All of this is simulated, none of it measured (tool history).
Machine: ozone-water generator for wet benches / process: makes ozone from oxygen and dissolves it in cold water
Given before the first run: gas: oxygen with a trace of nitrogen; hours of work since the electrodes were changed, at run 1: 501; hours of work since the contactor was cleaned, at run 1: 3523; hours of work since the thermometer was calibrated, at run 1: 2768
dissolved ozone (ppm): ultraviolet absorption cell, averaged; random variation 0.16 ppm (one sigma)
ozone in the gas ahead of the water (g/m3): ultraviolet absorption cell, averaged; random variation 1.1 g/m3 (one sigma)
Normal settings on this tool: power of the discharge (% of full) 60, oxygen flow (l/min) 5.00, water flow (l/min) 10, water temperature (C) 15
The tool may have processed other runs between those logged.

run	day	power of the discharge (% of full)	oxygen flow (l/min)	water flow (l/min)	water temperature (C)	hours of work since the electrodes were changed	hours of work since the contactor was cleaned	hours of work since the thermometer was calibrated	dissolved ozone (ppm)	ozone in the gas ahead of the water (g/m3)
1	0.000	60	5.00	10	15	501	3523	2768	20.3	183.1
2	5.175	60	5.00	10	15	585	3607	2852	20.0	186.0
3	7.825	60	5.00	10	15	628	3650	2895	19.9	183.8
4	10.842	60	5.00	10	15	677	3699	2944	19.9	181.7
5	13.346	60	5.00	10	15	718	3740	2984	19.8	183.7
6	16.346	60	5.00	10	15	767	3788	3033	19.9	182.9
7	19.875	60	5.00	10	15	824	3846	3090	19.8	182.4
8	23.175	60	6.93	10	15	878	3899	3144	19.7	160.9
9	26.975	60	5.00	10	15	939	3961	3205	19.9	181.6
10	29.862	60	5.00	10	15	986	4008	3252	19.9	182.4
11	33.912	60	2.63	10	15	1052	4073	3318	18.5	231.7
12	37.625	54	4.64	10	16	1112	4134	3378	17.5	172.2
13	41.167	67	2.61	10	12	1170	4191	3436	20.7	250.3
14	44.338	60	8.63	7	15	1221	4243	3487	24.6	145.7
15	47.396	60	8.63	7	15	1271	4292	3537	24.7	146.8
16	52.962	60	7.49	7	11	1361	4383	3627	27.9	155.2
17	56.967	60	5.60	9	15	1426	4448	3692	21.1	174.6
18	61.867	60	5.60	6	20	1506	4527	3772	25.5	171.7
19	64.854	72	7.66	15	8	1554	4576	3820	18.0	177.3

For each run, the measured value with the value that run would have given without the tool's hidden condition subtracted. The run-to-run variation is shared by both, the gauge scatter possibly not:
Unlogged tool condition in this case: yield of the discharge, % of new electrodes'; contactor's efficiency, % of a clean one's; true water temperature over the reading, C; drift of the gauge itself on ozone_ppm, %; drift of the gauge itself on gas_g_m3, %.
run	dissolved ozone (ppm)	ozone in the gas ahead of the water (g/m3)
1	-1.2	-1.3
2	-1.3	-1.7
3	-1.3	-1.8
4	-1.4	-1.9
5	-1.4	-2.1
6	-1.4	-2.3
7	-1.5	-2.5
8	-1.5	-2.4
9	-1.6	-2.9
10	-1.5	-3.1
11	-1.5	-4.2
12	-1.4	-3.0
13	-1.8	-5.6
14	-2.0	-3.1
15	-2.1	-3.2
16	-2.3	-3.7
17	-1.9	-4.4
18	-2.2	-4.6
19	-2.0	-5.7

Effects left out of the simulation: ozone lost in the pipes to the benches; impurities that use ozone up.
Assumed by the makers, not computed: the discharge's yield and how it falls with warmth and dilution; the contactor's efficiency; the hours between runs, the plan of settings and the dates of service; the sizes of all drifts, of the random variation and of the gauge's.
